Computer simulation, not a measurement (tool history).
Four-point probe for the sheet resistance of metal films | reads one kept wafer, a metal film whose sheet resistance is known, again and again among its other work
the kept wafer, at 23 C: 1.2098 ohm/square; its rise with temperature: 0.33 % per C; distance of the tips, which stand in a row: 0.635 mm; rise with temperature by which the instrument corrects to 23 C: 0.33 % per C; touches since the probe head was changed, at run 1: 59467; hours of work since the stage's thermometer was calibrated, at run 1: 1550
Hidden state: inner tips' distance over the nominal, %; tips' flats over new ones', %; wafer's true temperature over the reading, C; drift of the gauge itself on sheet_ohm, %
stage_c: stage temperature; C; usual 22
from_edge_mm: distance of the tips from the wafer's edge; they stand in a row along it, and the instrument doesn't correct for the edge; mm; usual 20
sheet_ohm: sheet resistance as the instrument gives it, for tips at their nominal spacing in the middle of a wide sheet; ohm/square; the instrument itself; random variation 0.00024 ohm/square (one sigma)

| run | hour | stage_c | from_edge_mm | touches since the probe head was changed | hours of work since the stage's thermometer was calibrated | sheet_ohm |
|---|---|---|---|---|---|---|
| 1 | 0.0 | 22 | 20 | 59467 | 1550 | 1.210233 |
| 2 | 33.9 | 22 | 20 | 60829 | 1571 | 1.210229 |
| 3 | 63.7 | 22 | 3 | 62029 | 1589 | 1.238421 |
| 4 | 117.7 | 22 | 70 | 64198 | 1622 | 1.209933 |
| 5 | 156.4 | 33 | 20 | 65755 | 1646 | 1.210435 |
| 6 | 207.6 | 33 | 20 | 67815 | 1677 | 1.210861 |
| 7 | 240.1 | 33 | 22 | 69122 | 1697 | 1.210472 |
| 8 | 280.0 | 22 | 20 | 70724 | 1721 | 1.210428 |
| 9 | 316.0 | 22 | 20 | 72172 | 1743 | 1.210633 |
| 10 | 375.5 | 22 | 20 | 74563 | 1779 | 1.210392 |
| 11 | 410.1 | 34 | 20 | 75958 | 1800 | 1.210774 |
| 12 | 475.2 | 34 | 20 | 78575 | 1840 | 1.210715 |
| 13 | 512.9 | 34 | 20 | 80092 | 1863 | 1.210601 |
| 14 | 554.0 | 34 | 20 | 81744 | 1888 | 1.210965 |
| 15 | 605.3 | 22 | 20 | 83804 | 1919 | 1.210866 |
| 16 | 661.5 | 22 | 20 | 86063 | 1953 | 1.210686 |
| 17 | 704.7 | 22 | 20 | 87802 | 1979 | 1.210638 |
| 18 | 757.2 | 22 | 20 | 89912 | 2011 | 1.210561 |
| 19 | 787.2 | 22 | 5 | 91119 | 2030 | 1.220190 |
| 20 | 830.7 | 22 | 5 | 92868 | 2056 | 1.219943 |
| 21 | 886.5 | 22 | 5 | 95111 | 2090 | 1.220713 |
| 22 | 947.7 | 22 | 5 | 97573 | 2127 | 1.220509 |
| 23 | 1003.8 | 28 | 5 | 99827 | 2162 | 1.220498 |
| 24 | 1043.2 | 19 | 4 | 101415 | 2186 | 1.225934 |
| 25 | 1095.7 | 20 | 5 | 103522 | 2218 | 1.220331 |
| 26 | 1131.7 | 27 | 59 | 104971 | 2239 | 1.210171 |
| 27 | 1194.1 | 22 | 17 | 107482 | 2278 | 1.210569 |
| 28 | 1227.9 | 25 | 8 | 108838 | 2298 | 1.214000 |

Run 29 comes next. What will it give?
| 29 | 1280.2 | 21 | 15 | 110942 | 2330 | ? |

{"run 29": {"sheet_ohm": 1.211325}}
Without the tool's hidden state the same run would have given sheet_ohm 1.211192 ohm/square.
